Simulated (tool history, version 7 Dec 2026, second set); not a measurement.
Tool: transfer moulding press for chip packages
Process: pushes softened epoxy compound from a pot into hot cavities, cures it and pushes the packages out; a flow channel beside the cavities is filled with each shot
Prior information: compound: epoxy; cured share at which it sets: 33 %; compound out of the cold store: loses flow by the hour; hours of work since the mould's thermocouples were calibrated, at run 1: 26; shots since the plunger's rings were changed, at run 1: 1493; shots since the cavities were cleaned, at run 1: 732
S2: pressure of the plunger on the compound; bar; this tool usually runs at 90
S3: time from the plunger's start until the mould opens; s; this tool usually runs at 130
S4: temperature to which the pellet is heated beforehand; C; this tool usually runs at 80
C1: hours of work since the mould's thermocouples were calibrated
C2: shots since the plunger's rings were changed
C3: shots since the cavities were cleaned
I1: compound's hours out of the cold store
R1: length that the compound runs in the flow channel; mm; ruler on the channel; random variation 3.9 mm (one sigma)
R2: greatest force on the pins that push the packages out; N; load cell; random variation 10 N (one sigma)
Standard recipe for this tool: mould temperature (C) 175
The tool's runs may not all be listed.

run 1 hour=0 | mould_temperature_(C)=175 S2=90 S3=130 S4=80 | C1=26 C2=1493 C3=732 | I1=16.6 | R1=682 R2=903
run 2 hour=16.3 | mould_temperature_(C)=175 S2=87 S3=130 S4=80 | C1=33 C2=1598 C3=837 | I1=11.2 | R1=669 R2=926
-- hour=21 cavities cleaned with cleaning compound and waxed
run 3 hour=34.8 | mould_temperature_(C)=175 S2=87 S3=130 S4=80 | C1=40 C2=1707 C3=89 | I1=9.4 | R1=668 R2=1131
run 4 hour=49.4 | mould_temperature_(C)=175 S2=90 S3=130 S4=80 | C1=46 C2=1801 C3=183 | I1=47.5 | R1=631 R2=1068
-- hour=57.4 cavities cleaned with cleaning compound and waxed, once more
run 5 hour=59.6 | mould_temperature_(C)=175 S2=89.7 S3=130 S4=80 | C1=50 C2=1857 C3=14 | I1=11.9 | R1=681 R2=471
run 6 hour=70.5 | mould_temperature_(C)=175 S2=89.7 S3=130 S4=80 | C1=55 C2=1926 C3=83 | I1=25.4 | R1=653 R2=549
run 7 hour=88.1 | mould_temperature_(C)=175 S2=89.7 S3=130 S4=80 | C1=62 C2=2040 C3=197 | I1=19.5 | R1=659 R2=623
run 8 hour=99 | mould_temperature_(C)=175 S2=89.7 S3=130 S4=80 | C1=67 C2=2110 C3=267 | I1=10.1 | R1=677 R2=702
run 9 hour=109.2 | mould_temperature_(C)=175 S2=84.3 S3=130 S4=80 | C1=71 C2=2175 C3=332 | I1=31.8 | R1=626 R2=734
run 10 hour=119.9 | mould_temperature_(C)=175 S2=84.3 S3=130 S4=80 | C1=76 C2=2244 C3=401 | I1=18.3 | R1=650 R2=745
run 11 hour=136.8 | mould_temperature_(C)=175 S2=84.3 S3=130 S4=80 | C1=83 C2=2353 C3=510 | I1=32.9 | R1=622 R2=784
run 12 hour=153.3 | mould_temperature_(C)=175 S2=84.3 S3=130 S4=80 | C1=90 C2=2459 C3=616 | I1=25.5 | R1=634 R2=824
run 13 hour=163.6 | mould_temperature_(C)=175 S2=84.3 S3=130 S4=80 | C1=95 C2=2525 C3=682 | I1=12 | R1=653 R2=885
run 14 hour=181 | mould_temperature_(C)=175 S2=84.7 S3=130 S4=80 | C1=102 C2=2637 C3=794 | I1=42.1 | R1=610 R2=852
-- hour=191.8 cavities cleaned with cleaning compound and waxed
run 15 hour=197.9 | mould_temperature_(C)=175 S2=73.7 S3=111 S4=80 | C1=109 C2=2736 C3=39 | I1=35.5 | R1=585 R2=642
run 16 hour=210.7 | mould_temperature_(C)=181 S2=90 S3=152 S4=83 | C1=114 C2=2818 C3=121 | I1=35.2 | R1=627 R2=500
run 17 hour=222.4 | mould_temperature_(C)=175 S2=79.7 S3=122 S4=88 | C1=119 C2=2894 C3=197 | I1=43.1 | R1=590 R2=638
run 18 hour=231.4 | mould_temperature_(C)=175 S2=108.9 S3=162 S4=88 | C1=123 C2=2952 C3=255 | I1=18.4 | R1=727 R2=592
run 19 hour=244.3 | mould_temperature_(C)=175 S2=68.8 S3=130 S4=80 | C1=129 C2=3034 C3=337 | I1=33.9 | R1=562 R2=730
run 20 hour=253.2 | mould_temperature_(C)=175 S2=68.8 S3=130 S4=80 | C1=132 C2=3092 C3=395 | I1=39.5 | R1=544 R2=743
run 21 hour=263.1 | mould_temperature_(C)=175 S2=109.5 S3=130 S4=75 | C1=137 C2=3155 C3=458 | I1=9.5 | R1=744 R2=806
run 22 hour=273.5 | mould_temperature_(C)=175 S2=109.5 S3=130 S4=75 | C1=141 C2=3222 C3=525 | I1=39.9 | R1=695 R2=811
run 23 hour=286.3 | mould_temperature_(C)=175 S2=109.5 S3=130 S4=75 | C1=147 C2=3304 C3=607 | I1=44.5 | R1=690 R2=830
run 24 hour=304 | mould_temperature_(C)=175 S2=109.5 S3=130 S4=75 | C1=154 C2=3418 C3=721 | I1=33.5 | R1=705 R2=869
run 25 hour=322.4 | mould_temperature_(C)=175 S2=105 S3=111 S4=80 | C1=162 C2=3536 C3=839 | I1=10.9 | R1=716 R2=1145
-- hour=326.9 cavities cleaned with cleaning compound and waxed
run 26 hour=343.4 | mould_temperature_(C)=175 S2=72 S3=111 S4=80 | C1=171 C2=3662 C3=107 | I1=39.8 | R1=565 R2=726
run 27 hour=355.4 | mould_temperature_(C)=179 S2=81.9 S3=156 S4=87 | C1=176 C2=3739 C3=184 | I1=25.3 | R1=603 R2=569
run 28 hour=371.9 | mould_temperature_(C)=175 S2=97.2 S3=150 S4=77 | C1=183 C2=3845 C3=290 | I1=20.2 | R1=671 R2=630

Each row is a separate what-if for the run after 28, all from the same tool condition, not one after another. Results?
run A hour=389.8 | mould_temperature_(C)=177 S2=97.2 S3=150 S4=76 | C1=190 C2=3960 C3=405 | I1=18.1 | R1=? R2=?
run B hour=389.8 | mould_temperature_(C)=175 S2=82.6 S3=168 S4=80 | C1=190 C2=3960 C3=405 | I1=24.9 | R1=? R2=?
run C hour=389.8 | mould_temperature_(C)=177 S2=97.2 S3=150 S4=77 | C1=190 C2=3960 C3=405 | I1=22.8 | R1=? R2=?
run D hour=389.8 | mould_temperature_(C)=176 S2=90 S3=118 S4=77 | C1=190 C2=3960 C3=405 | I1=8.2 | R1=? R2=?

run=A R1=671 R2=689
run=B R1=621 R2=683
run=C R1=668 R2=661
run=D R1=669 R2=842
With the hidden condition removed and each run's random variation left untouched, the same runs would have given:
run=A R1=705 R2=421
run=B R1=653 R2=419
run=C R1=702 R2=403
run=D R1=703 R2=510
